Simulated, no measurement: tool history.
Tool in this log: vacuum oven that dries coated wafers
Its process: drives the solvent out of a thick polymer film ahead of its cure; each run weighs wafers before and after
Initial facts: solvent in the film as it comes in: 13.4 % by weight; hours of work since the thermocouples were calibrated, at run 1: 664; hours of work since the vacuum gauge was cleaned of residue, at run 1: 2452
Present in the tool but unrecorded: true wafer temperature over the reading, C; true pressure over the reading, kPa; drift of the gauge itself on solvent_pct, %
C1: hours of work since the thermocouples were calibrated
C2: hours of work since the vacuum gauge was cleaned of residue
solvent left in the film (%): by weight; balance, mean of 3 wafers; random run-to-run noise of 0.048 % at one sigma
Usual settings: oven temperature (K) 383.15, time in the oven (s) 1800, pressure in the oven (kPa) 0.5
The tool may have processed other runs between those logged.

run 1 day=0.000 | oven_temperature_(K)=383.15 time_in_the_oven_(s)=1800 pressure_in_the_oven_(kPa)=0.5 | C1=664 C2=2452 | solvent_left_in_the_film_(%)=3.21
run 2 day=1.625 | oven_temperature_(K)=383.15 time_in_the_oven_(s)=1800 pressure_in_the_oven_(kPa)=0.5 | C1=692 C2=2479 | solvent_left_in_the_film_(%)=3.08
run 3 day=3.871 | oven_temperature_(K)=383.15 time_in_the_oven_(s)=1800 pressure_in_the_oven_(kPa)=0.5 | C1=730 C2=2517 | solvent_left_in_the_film_(%)=3.20
run 4 day=6.758 | oven_temperature_(K)=383.15 time_in_the_oven_(s)=1800 pressure_in_the_oven_(kPa)=0.5 | C1=778 C2=2566 | solvent_left_in_the_film_(%)=3.22
run 5 day=9.700 | oven_temperature_(K)=383.15 time_in_the_oven_(s)=1800 pressure_in_the_oven_(kPa)=0.5 | C1=828 C2=2616 | solvent_left_in_the_film_(%)=3.28
run 6 day=13.546 | oven_temperature_(K)=383.15 time_in_the_oven_(s)=1800 pressure_in_the_oven_(kPa)=0.5 | C1=893 C2=2681 | solvent_left_in_the_film_(%)=3.28

Run 7 has not been measured yet. What should we expect?
run 7 day=15.667 | oven_temperature_(K)=381.15 time_in_the_oven_(s)=2580 pressure_in_the_oven_(kPa)=0.5 | C1=929 C2=2716 | solvent_left_in_the_film_(%)=?

solvent left in the film (%): 2.67
Had the tool carried no hidden state, the very same run would have given solvent left in the film (%) 1.83.
